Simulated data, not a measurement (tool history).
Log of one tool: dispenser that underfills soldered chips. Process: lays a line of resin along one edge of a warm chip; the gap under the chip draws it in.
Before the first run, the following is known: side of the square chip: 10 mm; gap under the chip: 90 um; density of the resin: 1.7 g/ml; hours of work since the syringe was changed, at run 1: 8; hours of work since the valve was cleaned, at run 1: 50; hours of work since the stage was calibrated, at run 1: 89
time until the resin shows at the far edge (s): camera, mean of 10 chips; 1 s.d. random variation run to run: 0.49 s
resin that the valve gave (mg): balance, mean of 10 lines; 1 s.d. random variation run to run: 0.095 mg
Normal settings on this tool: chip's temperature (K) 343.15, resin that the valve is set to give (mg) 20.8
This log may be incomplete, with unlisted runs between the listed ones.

| run | hour | chip's temperature (K) | resin that the valve is set to give (mg) | hours of work since the syringe was changed | hours of work since the valve was cleaned | hours of work since the stage was calibrated | time until the resin shows at the far edge (s) | resin that the valve gave (mg) |
|---|---|---|---|---|---|---|---|---|
| 1 | 0.0 | 343.15 | 20.8 | 8 | 50 | 89 | 60.1 | 20.61 |
|  | 3.5 | new syringe of resin |
| 2 | 10.8 | 343.15 | 20.8 | 5 | 58 | 96 | 50.0 | 20.65 |
|  | 17.6 | new syringe of resin |
| 3 | 20.0 | 343.15 | 20.8 | 2 | 64 | 103 | 41.4 | 20.38 |
|  | 31.8 | new syringe of resin |
| 4 | 34.7 | 343.15 | 23.9 | 2 | 75 | 113 | 41.2 | 23.39 |
| 5 | 43.0 | 343.15 | 21.4 | 8 | 81 | 119 | 60.5 | 20.83 |
|  | 45.4 | new syringe of resin |
|  | 54.1 | dispensing valve cleaned and set on the balance |
| 6 | 59.2 | 343.15 | 23.2 | 9 | 4 | 130 | 61.0 | 23.20 |
|  | 60.3 | new syringe of resin |
|  | 74.0 | new syringe of resin |
| 7 | 74.6 | 343.15 | 20.8 | 0 | 14 | 141 | 38.4 | 20.63 |
| 8 | 85.6 | 343.15 | 20.8 | 8 | 22 | 149 | 62.1 | 20.78 |
|  | 88.1 | new syringe of resin |
| 9 | 99.9 | 343.15 | 20.8 | 9 | 32 | 159 | 60.5 | 20.76 |
|  | 102.8 | new syringe of resin |
| 10 | 115.5 | 343.15 | 20.4 | 9 | 43 | 170 | 62.8 | 20.35 |
|  | 117.1 | new syringe of resin |
| 11 | 123.2 | 343.15 | 19.1 | 4 | 49 | 175 | 49.3 | 18.91 |
|  | 130.7 | new syringe of resin |
| 12 | 130.7 | 332.15 | 19.1 | 0 | 54 | 180 | 68.6 | 18.83 |
| 13 | 138.9 | 332.15 | 19.1 | 6 | 60 | 186 | 94.8 | 18.70 |
|  | 144.7 | new syringe of resin |
| 14 | 147.5 | 343.15 | 25.8 | 2 | 66 | 192 | 40.4 | 25.50 |
|  | 158.4 | new syringe of resin |
| 15 | 158.5 | 343.15 | 18.0 | 0 | 73 | 200 | 39.7 | 17.66 |
| 16 | 168.0 | 343.15 | 24.9 | 7 | 80 | 207 | 54.9 | 24.27 |
|  | 173.1 | new syringe of resin |
|  | 179.0 | dispensing valve cleaned and set on the balance |
| 17 | 184.3 | 343.15 | 20.3 | 7 | 4 | 217 | 58.2 | 20.00 |
|  | 187.7 | new syringe of resin |
| 18 | 193.5 | 343.15 | 20.3 | 4 | 10 | 224 | 47.2 | 20.07 |
|  | 202.0 | new syringe of resin |
| 19 | 207.7 | 343.15 | 20.3 | 4 | 20 | 234 | 47.0 | 20.06 |
|  | 215.5 | new syringe of resin |
| 20 | 215.5 | 332.15 | 20.6 | 0 | 26 | 239 | 67.7 | 20.19 |
| 21 | 226.5 | 332.15 | 20.6 | 8 | 34 | 247 | 107.7 | 20.36 |
|  | 229.6 | new syringe of resin |
| 22 | 241.2 | 329.15 | 20.8 | 8 | 44 | 258 | 126.9 | 20.34 |
|  | 243.8 | new syringe of resin |
| 23 | 248.3 | 329.15 | 19.2 | 3 | 49 | 262 | 98.5 | 18.80 |
|  | 258.3 | new syringe of resin |
| 24 | 259.1 | 329.15 | 23.1 | 1 | 56 | 270 | 78.0 | 22.42 |
| 25 | 268.0 | 340.15 | 18.0 | 7 | 63 | 276 | 67.4 | 17.57 |
|  | 271.7 | new syringe of resin |
| 26 | 282.0 | 343.15 | 21.0 | 7 | 73 | 286 | 55.5 | 20.39 |
|  | 285.5 | new syringe of resin |
| 27 | 297.5 | 343.15 | 23.9 | 9 | 84 | 297 | 59.7 | 23.13 |
|  | 299.2 | new syringe of resin |
|  | 304.4 | dispensing valve cleaned and set on the balance |
| 28 | 306.1 | 333.15 | 24.2 | 4 | 1 | 303 | 77.4 | 24.09 |
|  | 315.0 | new syringe of resin |
| 29 | 317.0 | 339.15 | 18.3 | 1 | 9 | 310 | 50.3 | 18.37 |
|  | 329.1 | new syringe of resin |
| 30 | 329.2 | 339.15 | 18.3 | 0 | 17 | 319 | 47.0 | 18.27 |
| 31 | 335.7 | 330.15 | 23.8 | 5 | 22 | 323 | 92.5 | 23.64 |
|  | 343.4 | new syringe of resin |
| 32 | 344.9 | 340.15 | 20.8 | 1 | 29 | 330 | 45.8 | 20.77 |
|  | 357.4 | new syringe of resin |
| 33 | 358.1 | 340.15 | 20.8 | 1 | 38 | 339 | 44.8 | 20.50 |
| 34 | 364.9 | 336.15 | 23.8 | 5 | 43 | 344 | 69.5 | 23.37 |
|  | 371.2 | new syringe of resin |
| 35 | 379.8 | 334.15 | 23.9 | 6 | 53 | 355 | 79.5 | 23.36 |

Results per run with the tool's hidden condition removed, run-to-run variation unchanged:
Unlogged tool condition in this case: resin's viscosity, % of fresh resin's; dose that the valve gives, % of what is set; true chip temperature over the reading, C; drift of the gauge itself on fill_s, %; drift of the gauge itself on given_mg, %.
| run | time until the resin shows at the far edge (s) | resin that the valve gave (mg) |
|---|---|---|
| 1 | 38.5 | 20.93 |
| 2 | 37.5 | 21.03 |
| 3 | 37.9 | 20.80 |
| 4 | 37.1 | 23.96 |
| 5 | 38.5 | 21.39 |
| 6 | 37.1 | 23.18 |
| 7 | 38.4 | 20.69 |
| 8 | 39.2 | 20.89 |
| 9 | 38.0 | 20.95 |
| 10 | 38.1 | 20.62 |
| 11 | 39.0 | 19.19 |
| 12 | 71.9 | 19.14 |
| 13 | 70.8 | 19.06 |
| 14 | 37.5 | 26.03 |
| 15 | 40.2 | 18.08 |
| 16 | 37.6 | 24.91 |
| 17 | 39.2 | 20.14 |
| 18 | 38.1 | 20.26 |
| 19 | 38.0 | 20.32 |
| 20 | 70.6 | 20.49 |
| 21 | 71.1 | 20.73 |
| 22 | 82.3 | 20.79 |
| 23 | 84.6 | 19.24 |
| 24 | 80.9 | 23.01 |
| 25 | 47.7 | 18.07 |
| 26 | 37.6 | 21.05 |
| 27 | 37.5 | 23.97 |
| 28 | 64.6 | 24.09 |
| 29 | 49.2 | 18.41 |
| 30 | 49.9 | 18.37 |
| 31 | 75.3 | 23.81 |
| 32 | 45.1 | 20.97 |
| 33 | 45.7 | 20.76 |
| 34 | 53.7 | 23.71 |
| 35 | 60.4 | 23.79 |

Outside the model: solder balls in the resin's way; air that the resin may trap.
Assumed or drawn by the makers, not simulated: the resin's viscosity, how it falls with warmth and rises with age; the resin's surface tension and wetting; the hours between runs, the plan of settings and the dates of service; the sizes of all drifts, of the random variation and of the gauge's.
